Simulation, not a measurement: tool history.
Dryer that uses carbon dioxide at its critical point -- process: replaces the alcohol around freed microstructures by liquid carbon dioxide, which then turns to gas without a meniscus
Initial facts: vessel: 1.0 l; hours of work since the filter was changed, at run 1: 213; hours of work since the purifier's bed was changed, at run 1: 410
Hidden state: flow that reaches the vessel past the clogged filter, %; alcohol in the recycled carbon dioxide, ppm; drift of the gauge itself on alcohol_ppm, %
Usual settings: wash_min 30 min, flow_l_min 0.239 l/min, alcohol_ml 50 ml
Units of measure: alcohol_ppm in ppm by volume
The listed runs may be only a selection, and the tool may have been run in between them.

| run | hour | wash_min | flow_l_min | alcohol_ml | hours of work since the filter was changed | hours of work since the purifier's bed was changed | alcohol_ppm |
|---|---|---|---|---|---|---|---|
| 1 | 0 | 30 | 0.239 | 50 | 213 | 410 | 152 |
| 2 | 27.5 | 30 | 0.239 | 76 | 232 | 429 | 204 |
| 3 | 47.8 | 30 | 0.222 | 50 | 247 | 443 | 203 |
| 4 | 68.5 | 30 | 0.222 | 50 | 261 | 458 | 202 |
| 5 | 98 | 30 | 0.222 | 50 | 282 | 479 | 210 |
| 6 | 128.2 | 30 | 0.222 | 50 | 303 | 500 | 236 |
| 7 | 147.5 | 30 | 0.239 | 100 | 317 | 513 | 285 |
| 8 | 175.4 | 30 | 0.239 | 100 | 336 | 533 | 277 |
| 9 | 189.2 | 30 | 0.239 | 100 | 346 | 543 | 287 |
| 10 | 207 | 30 | 0.239 | 100 | 358 | 555 | 302 |
| 11 | 224.7 | 30 | 0.239 | 100 | 371 | 568 | 315 |
| 12 | 252.9 | 30 | 0.239 | 61 | 391 | 587 | 244 |
| 13 | 274.6 | 30 | 0.239 | 50 | 406 | 603 | 223 |
| 14 | 297.9 | 30 | 0.239 | 50 | 422 | 619 | 218 |
| 15 | 329.7 | 30 | 0.239 | 23 | 445 | 641 | 164 |
|  | 347.4 | inlet filter changed |
| 16 | 362.3 | 30 | 0.239 | 23 | 10 | 664 | 138 |
| 17 | 386 | 30 | 0.239 | 23 | 27 | 680 | 145 |
| 18 | 411.6 | 41 | 0.163 | 50 | 45 | 698 | 209 |
| 19 | 436.8 | 24 | 0.164 | 33 | 63 | 716 | 922 |
| 20 | 460.9 | 30 | 0.239 | 23 | 80 | 733 | 152 |
| 21 | 486.4 | 31 | 0.233 | 25 | 98 | 751 | 157 |
| 22 | 511.3 | 31 | 0.233 | 27 | 115 | 768 | 172 |
| 23 | 536.6 | 31 | 0.233 | 27 | 133 | 786 | 174 |
| 24 | 551.9 | 36 | 0.239 | 66 | 144 | 797 | 161 |
| 25 | 572.7 | 26 | 0.241 | 98 | 158 | 811 | 446 |
| 26 | 599.4 | 20 | 0.241 | 98 | 177 | 830 | 1308 |
| 27 | 624.2 | 20 | 0.241 | 98 | 194 | 848 | 1313 |
| 28 | 645.5 | 23 | 0.286 | 50 | 209 | 862 | 263 |
| 29 | 675.3 | 28 | 0.193 | 35 | 230 | 883 | 421 |
| 30 | 705 | 28 | 0.315 | 35 | 251 | 904 | 171 |

Branching from run 30: 3 alternative next runs. What would each branch give?
| A | 735.3 | 30 | 0.249 | 50 | 272 | 926 | ? |
| B | 735.3 | 28 | 0.338 | 35 | 272 | 926 | ? |
| C | 735.3 | 34 | 0.378 | 35 | 272 | 926 | ? |

| run | alcohol_ppm |
|---|---|
| A | 229 |
| B | 166 |
| C | 161 |
Had the tool no hidden state, the same runs would have come out as:
| run | alcohol_ppm |
|---|---|
| A | 47 |
| B | 11 |
| C | 8 |

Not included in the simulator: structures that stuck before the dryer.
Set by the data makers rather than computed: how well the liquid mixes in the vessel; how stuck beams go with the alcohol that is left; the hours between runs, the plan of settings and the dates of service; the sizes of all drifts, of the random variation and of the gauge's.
